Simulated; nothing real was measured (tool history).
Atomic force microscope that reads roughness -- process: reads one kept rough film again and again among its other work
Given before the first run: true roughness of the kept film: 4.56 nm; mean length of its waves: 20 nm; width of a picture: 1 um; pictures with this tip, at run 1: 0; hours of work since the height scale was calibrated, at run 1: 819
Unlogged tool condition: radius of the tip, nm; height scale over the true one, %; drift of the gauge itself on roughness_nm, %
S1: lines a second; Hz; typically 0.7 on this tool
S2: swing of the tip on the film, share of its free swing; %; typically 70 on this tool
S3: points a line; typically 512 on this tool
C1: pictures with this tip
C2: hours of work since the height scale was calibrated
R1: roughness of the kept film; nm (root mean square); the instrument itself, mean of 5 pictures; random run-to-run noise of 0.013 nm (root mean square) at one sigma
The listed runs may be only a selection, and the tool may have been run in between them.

| run | hour | S1 | S2 | S3 | C1 | C2 | R1 |
|---|---|---|---|---|---|---|---|
| 1 | 0 | 0.7 | 70 | 512 | 0 | 819 | 2.968 |
| 2 | 54.5 | 0.7 | 70 | 512 | 119 | 863 | 2.569 |
| 3 | 110.9 | 0.7 | 70 | 512 | 242 | 908 | 2.297 |
|  | 170.5 | new tip fitted |
| 4 | 196.7 | 0.7 | 70 | 512 | 58 | 976 | 2.749 |
| 5 | 231.9 | 0.7 | 70 | 512 | 134 | 1004 | 2.536 |
|  | 236.7 | height scale calibrated on a step standard |
| 6 | 270.8 | 2.731 | 70 | 512 | 217 | 27 | 2.148 |
| 7 | 311.9 | 0.521 | 68 | 694 | 307 | 60 | 2.17 |
|  | 339.6 | new tip fitted |
| 8 | 384 | 2.076 | 68 | 694 | 96 | 117 | 2.455 |
| 9 | 433.2 | 2.076 | 68 | 694 | 204 | 156 | 2.19 |
|  | 508.5 | new tip fitted |
| 10 | 515 | 2.094 | 87 | 468 | 14 | 221 | 2.457 |

Each row is a separate what-if for the run after 10, all from the same tool condition, not one after another. Results?
|  | 577 | height scale calibrated on a step standard, once more |
| A | 596 | 0.538 | 70 | 260 | 189 | 15 | ? |
|  | 577 | height scale calibrated on a step standard, once more |
| B | 596 | 0.7 | 70 | 386 | 189 | 15 | ? |
|  | 577 | height scale calibrated on a step standard, once more |
| C | 596 | 0.525 | 68 | 431 | 189 | 15 | ? |
|  | 577 | height scale calibrated on a step standard, once more |
| D | 596 | 2.094 | 80 | 468 | 189 | 15 | ? |
|  | 577 | height scale calibrated on a step standard, once more |
| E | 596 | 1.091 | 87 | 440 | 189 | 15 | ? |

| run | R1 |
|---|---|
| A | 2.374 |
| B | 2.417 |
| C | 2.442 |
| D | 2.17 |
| E | 2.235 |
Had the tool no hidden state, the same runs would have come out as:
| run | R1 |
|---|---|
| A | 2.967 |
| B | 3.022 |
| C | 3.054 |
| D | 2.714 |
| E | 2.795 |
